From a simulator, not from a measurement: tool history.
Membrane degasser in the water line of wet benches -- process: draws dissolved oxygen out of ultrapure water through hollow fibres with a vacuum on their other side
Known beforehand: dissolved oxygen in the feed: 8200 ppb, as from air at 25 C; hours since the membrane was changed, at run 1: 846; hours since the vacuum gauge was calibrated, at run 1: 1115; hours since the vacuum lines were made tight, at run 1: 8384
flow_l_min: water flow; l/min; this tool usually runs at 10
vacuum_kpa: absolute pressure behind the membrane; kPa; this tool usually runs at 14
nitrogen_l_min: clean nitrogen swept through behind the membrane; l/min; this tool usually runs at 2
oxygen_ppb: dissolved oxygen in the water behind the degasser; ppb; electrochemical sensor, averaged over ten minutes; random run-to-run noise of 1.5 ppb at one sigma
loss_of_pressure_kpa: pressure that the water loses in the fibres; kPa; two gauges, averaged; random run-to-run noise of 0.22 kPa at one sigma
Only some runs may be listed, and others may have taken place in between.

run	hour	flow_l_min	vacuum_kpa	nitrogen_l_min	hours since the membrane was changed	hours since the vacuum gauge was calibrated	hours since the vacuum lines were made tight	oxygen_ppb	loss_of_pressure_kpa
1	0	10	14	2	846	1115	8384	152.3	52.9
2	32.3	10	14	2	879	1148	8416	150.5	52.91
3	70.6	10	14	2	917	1186	8454	151.2	52.84
4	111.4	10	14	0.81	958	1227	8495	319.5	52.66
5	143.3	10	14	2	990	1259	8527	151.7	52.49
6	172.3	10	14	2	1019	1288	8556	151	52.42
7	208.1	10	14	2	1054	1324	8592	149.3	52.73
8	235.1	10	14	2	1081	1351	8619	150.7	52.68
9	259.8	10	14	2	1106	1375	8644	152.5	52.53
10	299.2	10	14	1.09	1145	1415	8683	252.9	52.44
11	332.7	10	14	1.09	1179	1448	8716	252.4	52.4
12	378.7	10	14	1.09	1225	1494	8762	249.7	52.31
13	406.3	10	14	1.09	1253	1522	8790	253.2	52.04
14	436.1	10	20.5	2	1282	1552	8820	225.3	52.15
15	484.4	10	20.5	2	1331	1600	8868	226	52.3
16	511	8	14.5	2	1357	1626	8895	116.9	41.86
17	549.4	8	14.5	2	1396	1665	8933	119.5	41.54
18	588	7	34.4	2	1434	1703	8972	264	36.12
19	610	7	13.1	4.33	1456	1726	8994	42.3	36.49
20	647.4	8	14	1.01	1494	1763	9031	208	41.29
21	668.5	11	23.8	2	1515	1784	9052	297	57.13
22	703.7	11	23.8	2	1550	1819	9087	297.7	57.15
23	748.7	11	23.8	2	1595	1864	9132	296.9	57.04
24	784.2	11	23.8	2	1630	1900	9168	301.4	56.96
25	813.7	10	9.5	1.08	1660	1929	9197	157.5	51.58
26	863	10	9.5	1.08	1709	1978	9247	159.1	51.41
27	892.1	10	9.5	1.08	1738	2008	9276	160.7	51.91
28	940	13	18.8	4.1	1786	2055	9324	190.7	67.01
29	990.4	10	15.4	1.89	1837	2106	9374	174.8	51.48

Forecast each of these 3 alternatives for the next run:
A	1037.4	12	15.4	5.17	1884	2153	9421	?	?
B	1037.4	10	14	0.9	1884	2153	9421	?	?
C	1037.4	13	8.9	1.02	1884	2153	9421	?	?

run	oxygen_ppb	loss_of_pressure_kpa
A	118.8	61.74
B	295.8	51.33
C	231.4	66.93
Stripped of hidden state, with their random variation kept, the same runs would have yielded:
run	oxygen_ppb	loss_of_pressure_kpa
A	118.8	63.18
B	295.7	52.53
C	231.3	68.49

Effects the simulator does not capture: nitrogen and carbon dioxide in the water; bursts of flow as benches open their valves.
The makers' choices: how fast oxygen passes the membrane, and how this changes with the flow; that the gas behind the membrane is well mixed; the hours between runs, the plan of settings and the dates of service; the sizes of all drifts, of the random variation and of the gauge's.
